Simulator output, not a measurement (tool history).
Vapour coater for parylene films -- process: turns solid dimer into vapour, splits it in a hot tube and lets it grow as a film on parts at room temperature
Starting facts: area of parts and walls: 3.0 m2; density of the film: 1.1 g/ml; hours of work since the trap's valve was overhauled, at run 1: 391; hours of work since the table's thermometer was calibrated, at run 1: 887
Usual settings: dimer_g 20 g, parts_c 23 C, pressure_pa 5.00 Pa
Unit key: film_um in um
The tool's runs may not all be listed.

run    hour  dimer_g  parts_c  pressure_pa  hours of work since the trap's valve was overhauled  hours of work since the table's thermometer was calibrated  film_um
  1     0.0       20       23         5.00                                                  391                                                         887     3.03
  2    23.0       20       23         5.00                                                  408                                                         904     3.03
  3    46.2       20       23         5.00                                                  425                                                         921     3.01
  4    94.7       20       23         5.00                                                  461                                                         957     3.01
      120.6  -- trap's valve overhauled
  5   130.6       22       23         5.00                                                    7                                                         980     3.52
  6   163.3       22       23         5.00                                                   31                                                        1004     3.49
  7   198.3       20       23         2.41                                                   57                                                        1030     3.68
  8   246.3       20       22         5.00                                                   92                                                        1065     3.25
  9   276.9       20       22         5.00                                                  115                                                        1088     3.24
 10   301.4       20       22         5.00                                                  133                                                        1106     3.25
 11   336.7       20       22         5.00                                                  159                                                        1132     3.24
 12   382.3       21       23         5.00                                                  193                                                        1165     3.29
 13   412.3       21       23         5.00                                                  215                                                        1187     3.26
 14   461.9       20       23         5.00                                                  251                                                        1224     3.10
 15   484.4       20       23         3.70                                                  268                                                        1240     3.28
 16   535.0       20       29         5.00                                                  305                                                        1278     2.55
 17   574.6       18       35         4.40                                                  334                                                        1307     1.94
 18   621.9       25       17         3.01                                                  369                                                        1342     5.14
 19   654.7       25       17         3.01                                                  393                                                        1366     5.13
 20   687.2       20       24         2.30                                                  417                                                        1390     3.46
 21   709.0       16       17         2.17                                                  433                                                        1406     3.52
 22   751.1       16       17         2.17                                                  464                                                        1437     3.51
      773.5  -- trap's valve overhauled
 23   783.2       16       17         2.17                                                    7                                                        1457     3.73
 24   833.1       16       23        10.81                                                   44                                                        1494     2.16
 25   876.6       14       23         8.53                                                   76                                                        1526     2.00
 26   919.0       14       23         9.26                                                  107                                                        1557     1.94
 27   945.4       17       19         9.60                                                  126                                                        1577     2.67
 28   976.6       12       19         7.96                                                  149                                                        1600     1.96
 29  1007.5       12       19         7.96                                                  172                                                        1622     1.93
 30  1056.5       30       34         2.07                                                  208                                                        1658     4.02

Results for each run, recomputed without the tool's hidden state and with each run's random variation untouched:
The hidden state here: vapour lost through the trap's worn valve, %; true temperature of the parts over the reading, C; drift of the gauge itself on film_um, %.
run  film_um
  1     3.15
  2     3.15
  3     3.14
  4     3.16
  5     3.48
  6     3.45
  7     3.66
  8     3.24
  9     3.24
 10     3.26
 11     3.26
 12     3.32
 13     3.30
 14     3.15
 15     3.34
 16     2.61
 17     1.99
 18     5.29
 19     5.29
 20     3.58
 21     3.66
 22     3.66
 23     3.65
 24     2.13
 25     1.97
 26     1.92
 27     2.65
 28     1.95
 29     1.92
 30     4.03

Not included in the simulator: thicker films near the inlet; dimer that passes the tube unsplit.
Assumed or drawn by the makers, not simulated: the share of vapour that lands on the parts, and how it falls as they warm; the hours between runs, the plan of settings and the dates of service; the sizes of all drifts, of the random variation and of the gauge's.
